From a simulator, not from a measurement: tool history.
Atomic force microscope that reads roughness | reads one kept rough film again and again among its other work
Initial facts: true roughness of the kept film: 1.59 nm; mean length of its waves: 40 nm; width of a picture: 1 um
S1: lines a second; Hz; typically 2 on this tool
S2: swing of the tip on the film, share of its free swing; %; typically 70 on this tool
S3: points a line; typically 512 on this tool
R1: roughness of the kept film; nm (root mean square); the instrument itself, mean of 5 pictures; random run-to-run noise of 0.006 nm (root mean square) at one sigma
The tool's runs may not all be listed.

| run | hour | S1 | S2 | S3 | R1 |
|---|---|---|---|---|---|
| 1 | 0 | 2 | 70 | 512 | 1.341 |
| 2 | 60.6 | 2 | 79 | 512 | 1.224 |
|  | 83.4 | new tip fitted |
| 3 | 118.4 | 2 | 70 | 512 | 1.375 |
| 4 | 154.3 | 3.82 | 70 | 512 | 1.245 |
| 5 | 205.6 | 3.82 | 70 | 512 | 1.215 |
| 6 | 247.9 | 3.82 | 70 | 512 | 1.188 |
|  | 257.9 | new tip fitted |
| 7 | 290.1 | 2 | 70 | 934 | 1.365 |
| 8 | 321.5 | 2 | 70 | 934 | 1.363 |
| 9 | 366.2 | 2 | 70 | 934 | 1.336 |
| 10 | 396 | 2 | 70 | 934 | 1.316 |
| 11 | 424.5 | 2 | 70 | 934 | 1.291 |
|  | 431.1 | new tip fitted |
| 12 | 472 | 2 | 70 | 934 | 1.378 |
| 13 | 521 | 2 | 70 | 934 | 1.34 |
| 14 | 589.7 | 2 | 70 | 721 | 1.298 |
|  | 604.2 | new tip fitted |
| 15 | 618.3 | 2 | 70 | 512 | 1.377 |
| 16 | 672.5 | 2 | 70 | 512 | 1.342 |
| 17 | 700.5 | 2 | 70 | 512 | 1.329 |
| 18 | 755.7 | 2 | 70 | 512 | 1.293 |
|  | 782 | new tip fitted |
| 19 | 811.3 | 1.57 | 68 | 596 | 1.402 |
| 20 | 873.3 | 2.88 | 80 | 812 | 1.173 |
|  | 879.8 | height scale calibrated on a step standard |
| 21 | 928.3 | 0.99 | 80 | 647 | 1.333 |
|  | 957.5 | new tip fitted |
| 22 | 958.5 | 1.07 | 80 | 498 | 1.393 |
|  | 1021.8 | height scale calibrated on a step standard, once more |
| 23 | 1021.8 | 3.09 | 80 | 268 | 1.162 |
| 24 | 1076.3 | 2.28 | 67 | 485 | 1.339 |
|  | 1131.6 | new tip fitted |
| 25 | 1136.6 | 2 | 59 | 734 | 1.464 |
| 26 | 1174.6 | 2 | 59 | 734 | 1.439 |
| 27 | 1232.4 | 2 | 59 | 734 | 1.401 |
| 28 | 1269.7 | 2 | 59 | 734 | 1.384 |
|  | 1308.9 | new tip fitted |
| 29 | 1325.4 | 0.63 | 72 | 580 | 1.472 |
| 30 | 1364.7 | 1.57 | 63 | 696 | 1.413 |

A few steps of R1 between consecutive runs. Split each: what settings, incoming material and random variation would produce without the hidden state, and what is left over for the hidden state, along with gauge scatter present in only one of the two compared results (measured, and without hidden state):
Hidden conditions of the tool in this case: radius of the tip, nm; height scale over the true one, %; drift of the gauge itself on roughness_nm, %.
Run 6 -> 7: S1 3.82 -> 2, S3 512 -> 934, new tip fitted. R1 +0.177 nm (root mean square): hidden state +0.067, all else +0.11.
Run 14 -> 15: S3 721 -> 512, new tip fitted. R1 +0.079 nm (root mean square): hidden state +0.075, all else +0.004.
Run 18 -> 19: S1 2 -> 1.57, S2 70 -> 68, S3 512 -> 596, new tip fitted. R1 +0.109 nm (root mean square): hidden state +0.075, all else +0.034.
Run 19 -> 20: S1 1.57 -> 2.88, S2 68 -> 80, S3 596 -> 812. R1 -0.229 nm (root mean square): hidden state -0.029, all else -0.2.
Run 21 -> 22: S1 0.99 -> 1.07, S3 647 -> 498, new tip fitted. R1 +0.06 nm (root mean square): hidden state +0.084, all else -0.024.
Run 22 -> 23: S1 1.07 -> 3.09, S3 498 -> 268, height scale calibrated on a step standard, once more. R1 -0.231 nm (root mean square): hidden state -0.022, all else -0.209.
